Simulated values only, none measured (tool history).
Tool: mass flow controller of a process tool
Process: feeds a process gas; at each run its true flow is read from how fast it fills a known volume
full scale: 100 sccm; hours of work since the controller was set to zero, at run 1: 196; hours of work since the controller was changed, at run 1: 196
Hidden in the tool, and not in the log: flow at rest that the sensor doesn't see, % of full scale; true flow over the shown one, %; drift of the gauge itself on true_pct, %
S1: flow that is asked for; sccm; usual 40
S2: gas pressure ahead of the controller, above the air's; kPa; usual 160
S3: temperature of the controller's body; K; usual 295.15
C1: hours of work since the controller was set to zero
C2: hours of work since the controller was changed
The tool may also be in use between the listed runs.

run 1 hour=0 | S1=40 S2=160 S3=295.15 | C1=196 C2=196 | true_flow_(%)=99.76
run 2 hour=131.4 | S1=40 S2=146 S3=295.15 | C1=237 C2=237 | true_flow_(%)=99.73
run 3 hour=218.3 | S1=40 S2=160 S3=295.15 | C1=264 C2=264 | true_flow_(%)=99.8
run 4 hour=390.5 | S1=88 S2=160 S3=295.15 | C1=318 C2=318 | true_flow_(%)=100.03
run 5 hour=515 | S1=88 S2=160 S3=295.15 | C1=357 C2=357 | true_flow_(%)=99.97
run 6 hour=674.3 | S1=88 S2=160 S3=313.15 | C1=406 C2=406 | true_flow_(%)=100.54
run 7 hour=798.6 | S1=62 S2=209 S3=301.15 | C1=445 C2=445 | true_flow_(%)=100.29
-- hour=813.6 controller's zero set anew
run 8 hour=918 | S1=44 S2=209 S3=306.15 | C1=33 C2=482 | true_flow_(%)=100.35
run 9 hour=993.6 | S1=44 S2=209 S3=306.15 | C1=56 C2=506 | true_flow_(%)=100.4
run 10 hour=1107.7 | S1=81 S2=159 S3=293.15 | C1=92 C2=541 | true_flow_(%)=99.9
-- hour=1175.3 controller's zero set anew, once more
run 11 hour=1289.3 | S1=11 S2=273 S3=293.15 | C1=36 C2=598 | true_flow_(%)=100.37

5 ways to go on from here, each from the tool as it stands after run 11. What would each give?
run A hour=1431.7 | S1=40 S2=179 S3=295.15 | C1=80 C2=642 | true_flow_(%)=?
run B hour=1431.7 | S1=37 S2=266 S3=311.15 | C1=80 C2=642 | true_flow_(%)=?
run C hour=1431.7 | S1=11 S2=173 S3=293.15 | C1=80 C2=642 | true_flow_(%)=?
run D hour=1431.7 | S1=11 S2=151 S3=293.15 | C1=80 C2=642 | true_flow_(%)=?
run E hour=1431.7 | S1=96 S2=272 S3=308.15 | C1=80 C2=642 | true_flow_(%)=?

run=A true_flow_(%)=99.89
run=B true_flow_(%)=100.71
run=C true_flow_(%)=100
run=D true_flow_(%)=99.93
run=E true_flow_(%)=100.86
Without the tool's hidden state the same runs would have given:
run=A true_flow_(%)=99.53
run=B true_flow_(%)=100.34
run=C true_flow_(%)=99.29
run=D true_flow_(%)=99.22
run=E true_flow_(%)=100.58

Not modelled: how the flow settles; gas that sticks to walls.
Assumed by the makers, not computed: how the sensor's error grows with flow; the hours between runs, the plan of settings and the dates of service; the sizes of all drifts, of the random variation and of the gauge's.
